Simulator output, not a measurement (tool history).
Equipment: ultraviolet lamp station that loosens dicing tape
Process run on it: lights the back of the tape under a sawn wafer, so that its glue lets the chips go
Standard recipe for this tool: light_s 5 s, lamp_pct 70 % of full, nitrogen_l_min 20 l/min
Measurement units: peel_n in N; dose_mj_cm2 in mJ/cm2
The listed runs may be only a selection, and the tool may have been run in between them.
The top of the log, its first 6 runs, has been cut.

{"run": 7, "hour": 138.6, "light_s": 5, "lamp_pct": 70, "nitrogen_l_min": 20, "peel_n": 0.66, "dose_mj_cm2": 212}
{"run": 8, "hour": 170.1, "light_s": 5, "lamp_pct": 70, "nitrogen_l_min": 20, "peel_n": 0.67, "dose_mj_cm2": 207}
{"run": 9, "hour": 190.0, "light_s": 5, "lamp_pct": 70, "nitrogen_l_min": 39, "peel_n": 0.427, "dose_mj_cm2": 207}
{"run": 10, "hour": 220.2, "light_s": 5, "lamp_pct": 70, "nitrogen_l_min": 20, "peel_n": 0.677, "dose_mj_cm2": 203}
{"run": 11, "hour": 235.1, "light_s": 5, "lamp_pct": 68, "nitrogen_l_min": 20, "peel_n": 0.752, "dose_mj_cm2": 200}
{"run": 12, "hour": 258.9, "light_s": 5, "lamp_pct": 68, "nitrogen_l_min": 20, "peel_n": 0.748, "dose_mj_cm2": 196}
{"run": 13, "hour": 288.7, "light_s": 5, "lamp_pct": 70, "nitrogen_l_min": 20, "peel_n": 0.73, "dose_mj_cm2": 199}
{"run": 14, "hour": 303.1, "light_s": 5, "lamp_pct": 70, "nitrogen_l_min": 20, "peel_n": 0.774, "dose_mj_cm2": 197}
{"run": 15, "hour": 319.2, "light_s": 5, "lamp_pct": 70, "nitrogen_l_min": 20, "peel_n": 0.734, "dose_mj_cm2": 198}
{"run": 16, "hour": 340.7, "light_s": 5, "lamp_pct": 70, "nitrogen_l_min": 20, "peel_n": 0.72, "dose_mj_cm2": 197}
{"run": 17, "hour": 362.7, "light_s": 5, "lamp_pct": 70, "nitrogen_l_min": 21, "peel_n": 0.745, "dose_mj_cm2": 196}
{"run": 18, "hour": 394.6, "light_s": 5, "lamp_pct": 70, "nitrogen_l_min": 21, "peel_n": 0.788, "dose_mj_cm2": 189}
{"run": 19, "hour": 424.0, "light_s": 5, "lamp_pct": 70, "nitrogen_l_min": 21, "peel_n": 0.794, "dose_mj_cm2": 188}
{"run": 20, "hour": 455.9, "light_s": 5, "lamp_pct": 70, "nitrogen_l_min": 21, "peel_n": 0.808, "dose_mj_cm2": 187}
{"run": 21, "hour": 483.5, "light_s": 10, "lamp_pct": 70, "nitrogen_l_min": 21, "peel_n": 0.156, "dose_mj_cm2": 373}
{"hour": 485.9, "done": "window cleaned of glue's vapour"}
{"run": 22, "hour": 499.1, "light_s": 5, "lamp_pct": 70, "nitrogen_l_min": 20, "peel_n": 0.76, "dose_mj_cm2": 198}
{"run": 23, "hour": 525.6, "light_s": 5, "lamp_pct": 70, "nitrogen_l_min": 20, "peel_n": 0.819, "dose_mj_cm2": 194}
{"run": 24, "hour": 544.5, "light_s": 5, "lamp_pct": 87, "nitrogen_l_min": 16, "peel_n": 0.578, "dose_mj_cm2": 233}
{"run": 25, "hour": 558.3, "light_s": 5, "lamp_pct": 70, "nitrogen_l_min": 23, "peel_n": 0.717, "dose_mj_cm2": 188}
{"run": 26, "hour": 576.7, "light_s": 5, "lamp_pct": 70, "nitrogen_l_min": 23, "peel_n": 0.75, "dose_mj_cm2": 189}
{"run": 27, "hour": 606.7, "light_s": 5, "lamp_pct": 70, "nitrogen_l_min": 16, "peel_n": 0.998, "dose_mj_cm2": 191}
{"run": 28, "hour": 631.6, "light_s": 5, "lamp_pct": 65, "nitrogen_l_min": 14, "peel_n": 1.268, "dose_mj_cm2": 172}
{"run": 29, "hour": 648.3, "light_s": 5, "lamp_pct": 78, "nitrogen_l_min": 38, "peel_n": 0.44, "dose_mj_cm2": 209}

Run 30 comes next. What will it give?
{"run": 30, "hour": 678.6, "light_s": 5, "lamp_pct": 70, "nitrogen_l_min": 8, "peel_n": "?", "dose_mj_cm2": "?"}

Run 30 produced peel_n 1.640 N, dose_mj_cm2 184 mJ/cm2.
Had the tool carried no hidden state, the very same run would have given peel_n 0.795 N, dose_mj_cm2 270 mJ/cm2.

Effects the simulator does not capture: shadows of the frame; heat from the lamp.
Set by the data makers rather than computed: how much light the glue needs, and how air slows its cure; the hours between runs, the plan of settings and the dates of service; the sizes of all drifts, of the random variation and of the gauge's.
